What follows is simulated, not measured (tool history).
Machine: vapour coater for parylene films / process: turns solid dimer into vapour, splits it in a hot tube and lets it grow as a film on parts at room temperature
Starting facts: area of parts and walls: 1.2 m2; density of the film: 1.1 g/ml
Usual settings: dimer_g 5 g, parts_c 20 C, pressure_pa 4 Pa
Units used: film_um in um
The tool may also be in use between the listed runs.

Run 1, hour 0: usual settings. Result: film_um 1.77 um.
Run 2, hour 18.5: usual settings but parts_c 30 C. Result: film_um 1.3 um.
Run 3, hour 35.5: usual settings but pressure_pa 3.73 Pa. Result: film_um 1.78 um.
Run 4, hour 53.1: usual settings but pressure_pa 3.73 Pa. Result: film_um 1.82 um.
Run 5, hour 63.9: usual settings but dimer_g 7 g. Result: film_um 2.5 um.
Run 6, hour 87.8: usual settings but pressure_pa 7.26 Pa. Result: film_um 1.67 um.
Run 7, hour 112.9: usual settings but pressure_pa 7.26 Pa. Result: film_um 1.66 um.
Run 8, hour 126.5: usual settings but pressure_pa 7.26 Pa. Result: film_um 1.7 um.
Run 9, hour 143.5: usual settings but pressure_pa 7.26 Pa. Result: film_um 1.66 um.
Run 10, hour 159.5: usual settings but pressure_pa 7.26 Pa. Result: film_um 1.68 um.
Run 11, hour 171.7: usual settings but dimer_g 8 g. Result: film_um 2.83 um.
Run 12, hour 182.9: usual settings but dimer_g 8 g. Result: film_um 2.8 um.
Run 13, hour 201.3: usual settings but dimer_g 8 g. Result: film_um 2.83 um.
Run 14, hour 213.6: usual settings but dimer_g 8 g. Result: film_um 2.79 um.
Run 15, hour 229.2: usual settings but dimer_g 8 g. Result: film_um 2.79 um.
At hour 235.6: trap's valve overhauled.
Run 16, hour 246.7: usual settings but dimer_g 8 g. Result: film_um 2.69 um.
Run 17, hour 262: usual settings. Result: film_um 1.7 um.
Run 18, hour 288.2: usual settings but pressure_pa 3.2 Pa. Result: film_um 1.75 um.
At hour 302.6: trap's valve overhauled, once more.
Run 19, hour 308.6: usual settings but pressure_pa 3.2 Pa. Result: film_um 1.82 um.
Run 20, hour 320.1: usual settings but pressure_pa 3.2 Pa. Result: film_um 1.9 um.
Run 21, hour 344.6: usual settings but pressure_pa 3.2 Pa. Result: film_um 1.87 um.
Run 22, hour 366.4: usual settings but dimer_g 6 g, pressure_pa 3.2 Pa. Result: film_um 2.22 um.
Run 23, hour 377.3: usual settings but dimer_g 8 g, pressure_pa 3.2 Pa. Result: film_um 2.97 um.
Run 24, hour 397.3: usual settings but dimer_g 2 g, pressure_pa 8.5 Pa. Result: film_um 0.68 um.
Run 25, hour 409.3: usual settings but dimer_g 2 g, parts_c 25 C, pressure_pa 3.09 Pa. Result: film_um 0.61 um.
Run 26, hour 428.5: usual settings but dimer_g 2 g, parts_c 25 C, pressure_pa 3.09 Pa. Result: film_um 0.67 um.
Run 27, hour 453.8: usual settings but dimer_g 2 g, parts_c 16 C, pressure_pa 7.16 Pa. Result: film_um 0.74 um.
Run 28, hour 472.1: usual settings but dimer_g 9 g, parts_c 12 C, pressure_pa 6.72 Pa. Result: film_um 3.8 um.
Run 29, hour 497.7: usual settings but dimer_g 9 g, parts_c 12 C, pressure_pa 6.72 Pa. Result: film_um 3.83 um.
Run 30, hour 523.1: usual settings but dimer_g 6 g, parts_c 21 C, pressure_pa 3.96 Pa. Result: film_um 2.07 um.
Run 31, hour 539.1: usual settings but dimer_g 6 g, parts_c 21 C, pressure_pa 3.96 Pa. Result: film_um 2.05 um.
Run 32, hour 559.8: usual settings but dimer_g 6 g, parts_c 21 C, pressure_pa 3.96 Pa. Result: film_um 2.08 um.
Run 33, hour 580.7: usual settings but dimer_g 6 g, parts_c 21 C, pressure_pa 3.96 Pa. Result: film_um 2.09 um.
Run 34, hour 603.9: usual settings but dimer_g 6 g, parts_c 21 C, pressure_pa 3.96 Pa. Result: film_um 2.05 um.
Run 35, hour 628.8: usual settings but dimer_g 8 g, parts_c 13 C, pressure_pa 4.46 Pa. Result: film_um 3.38 um.
Run 36, hour 654.5: usual settings but dimer_g 8 g, parts_c 13 C, pressure_pa 4.46 Pa. Result: film_um 3.44 um.
Run 37, hour 669.9: usual settings but dimer_g 8 g, parts_c 13 C, pressure_pa 4.46 Pa. Result: film_um 3.4 um.
Run 38, hour 681.4: usual settings but dimer_g 8 g, parts_c 13 C, pressure_pa 4.46 Pa. Result: film_um 3.39 um.
Run 39, hour 696.7: usual settings but dimer_g 4 g, parts_c 15 C, pressure_pa 4.46 Pa. Result: film_um 1.59 um.
Run 40, hour 715.6: usual settings but dimer_g 4 g, parts_c 15 C, pressure_pa 4.46 Pa. Result: film_um 1.6 um.

Consider 4 possible next runs. They are alternatives, not a sequence: every one starts from the tool as it was left by run 40. What does each give?
Run A, hour 736.1: usual settings but dimer_g 3 g, parts_c 17 C, pressure_pa 6.34 Pa. Result: film_um ?.
Run B, hour 736.1: usual settings but parts_c 15 C, pressure_pa 4.46 Pa. Result: film_um ?.
Run C, hour 736.1: usual settings but dimer_g 4 g, parts_c 21 C, pressure_pa 4.46 Pa. Result: film_um ?.
Run D, hour 736.1: usual settings but dimer_g 4 g, parts_c 31 C. Result: film_um ?.

run  film_um
  A     1.07
  B     1.99
  C     1.29
  D     1.05
Take away the tool's hidden state, keep each run's random variation, and the runs would have read:
run  film_um
  A     1.13
  B      2.1
  C     1.37
  D      1.1
